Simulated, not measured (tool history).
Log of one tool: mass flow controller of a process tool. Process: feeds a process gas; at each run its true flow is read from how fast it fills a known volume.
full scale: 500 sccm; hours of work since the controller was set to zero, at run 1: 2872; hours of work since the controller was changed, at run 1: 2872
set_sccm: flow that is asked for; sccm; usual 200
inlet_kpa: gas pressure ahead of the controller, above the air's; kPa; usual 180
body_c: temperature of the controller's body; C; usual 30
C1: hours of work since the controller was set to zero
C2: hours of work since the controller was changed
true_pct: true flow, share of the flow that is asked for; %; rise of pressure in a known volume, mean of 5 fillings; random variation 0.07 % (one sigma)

{"run": 1, "hour": 0.0, "set_sccm": 200, "inlet_kpa": 180, "body_c": 30, "C1": 2872, "C2": 2872, "true_pct": 97.96}
{"run": 2, "hour": 125.8, "set_sccm": 200, "inlet_kpa": 180, "body_c": 30, "C1": 2917, "C2": 2917, "true_pct": 97.85}
{"run": 3, "hour": 252.8, "set_sccm": 200, "inlet_kpa": 258, "body_c": 30, "C1": 2964, "C2": 2964, "true_pct": 98.15}
{"run": 4, "hour": 402.7, "set_sccm": 200, "inlet_kpa": 258, "body_c": 30, "C1": 3018, "C2": 3018, "true_pct": 98.06}
{"run": 5, "hour": 565.0, "set_sccm": 200, "inlet_kpa": 180, "body_c": 30, "C1": 3077, "C2": 3077, "true_pct": 97.76}
{"run": 6, "hour": 693.4, "set_sccm": 200, "inlet_kpa": 180, "body_c": 30, "C1": 3124, "C2": 3124, "true_pct": 97.9}
{"run": 7, "hour": 844.5, "set_sccm": 200, "inlet_kpa": 180, "body_c": 30, "C1": 3179, "C2": 3179, "true_pct": 97.57}
{"run": 8, "hour": 1045.5, "set_sccm": 320, "inlet_kpa": 180, "body_c": 30, "C1": 3252, "C2": 3252, "true_pct": 98.14}
{"run": 9, "hour": 1276.8, "set_sccm": 217, "inlet_kpa": 168, "body_c": 22, "C1": 3336, "C2": 3336, "true_pct": 98.2}
{"run": 10, "hour": 1469.5, "set_sccm": 240, "inlet_kpa": 168, "body_c": 30, "C1": 3406, "C2": 3406, "true_pct": 97.86}
{"run": 11, "hour": 1688.1, "set_sccm": 240, "inlet_kpa": 168, "body_c": 30, "C1": 3486, "C2": 3486, "true_pct": 97.73}
{"run": 12, "hour": 1940.5, "set_sccm": 111, "inlet_kpa": 236, "body_c": 36, "C1": 3577, "C2": 3577, "true_pct": 96.66}

3 ways to go on from here, each from the tool as it stands after run 12. What would each give?
{"run": "A", "hour": 2143.8, "set_sccm": 111, "inlet_kpa": 181, "body_c": 36, "C1": 3651, "C2": 3651, "true_pct": "?"}
{"run": "B", "hour": 2143.8, "set_sccm": 200, "inlet_kpa": 180, "body_c": 32, "C1": 3651, "C2": 3651, "true_pct": "?"}
{"run": "C", "hour": 2143.8, "set_sccm": 349, "inlet_kpa": 176, "body_c": 30, "C1": 3651, "C2": 3651, "true_pct": "?"}

run=A true_pct=96.32
run=B true_pct=97.3
run=C true_pct=98.27
Without the tool's hidden state the same runs would have given:
run=A true_pct=98.14
run=B true_pct=98.54
run=C true_pct=99.21
